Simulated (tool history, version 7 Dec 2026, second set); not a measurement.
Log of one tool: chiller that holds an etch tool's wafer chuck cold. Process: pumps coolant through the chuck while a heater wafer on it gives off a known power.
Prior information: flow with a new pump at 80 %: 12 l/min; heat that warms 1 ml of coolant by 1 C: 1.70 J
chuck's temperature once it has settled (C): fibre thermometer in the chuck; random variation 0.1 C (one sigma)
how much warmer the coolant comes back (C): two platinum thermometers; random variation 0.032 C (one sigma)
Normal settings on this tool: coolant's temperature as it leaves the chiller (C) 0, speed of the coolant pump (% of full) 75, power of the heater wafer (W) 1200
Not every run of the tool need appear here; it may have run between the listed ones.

run,hour,coolant's temperature as it leaves the chiller (C),speed of the coolant pump (% of full),power of the heater wafer (W),chuck's temperature once it has settled (C),how much warmer the coolant comes back (C)
1,0,0,75,1200,13.1,3.86
2,44.8,0,75,1200,13.2,3.94
3,84.9,8,75,1200,21.3,3.85
4,126.6,8,75,1200,21.2,3.9
5,156,8,75,1200,21.3,3.93
6,185.6,0,75,827,9.3,2.66
7,222,0,75,827,9.2,2.7
# hour 225.2: chiller's thermometer calibrated
8,258.1,0,75,827,9.5,2.71
9,302.4,1,75,976,12,3.18
# hour 307.1: chiller's thermometer calibrated, once more
10,334.5,0,75,1767,19.9,5.78
11,373.8,-3,73,1767,17.6,5.97
12,411.7,-3,73,1767,17.5,5.96
13,447.9,-9,88,1200,3.1,3.38
14,475.6,-7,75,707,1.2,2.33
15,516.4,7,95,1041,17.1,2.75

Below, some changes in chuck's temperature once it has settled (C) between adjacent runs. For each, the amount present without the hidden state too (settings, incoming material, random variation) and the amount remaining for the hidden state with gauge scatter not shared by both compared results:
The hidden state here: heat passed by the chuck's channels, % of clean ones'; flow at a given pump speed, % of a new pump's; coolant's true temperature over the reading, C; drift of the gauge itself on chuck_c, C; drift of the gauge itself on warmer_back_c, C.
Run 9 -> 10: coolant's temperature as it leaves the chiller (C) 1 -> 0, power of the heater wafer (W) 976 -> 1767, chiller's thermometer calibrated, once more. chuck's temperature once it has settled (C) +7.9: hidden state +1.6, all else +6.3.
Run 14 -> 15: coolant's temperature as it leaves the chiller (C) -7 -> 7, speed of the coolant pump (% of full) 75 -> 95, power of the heater wafer (W) 707 -> 1041. chuck's temperature once it has settled (C) +15.9: hidden state +0.4, all else +15.5.
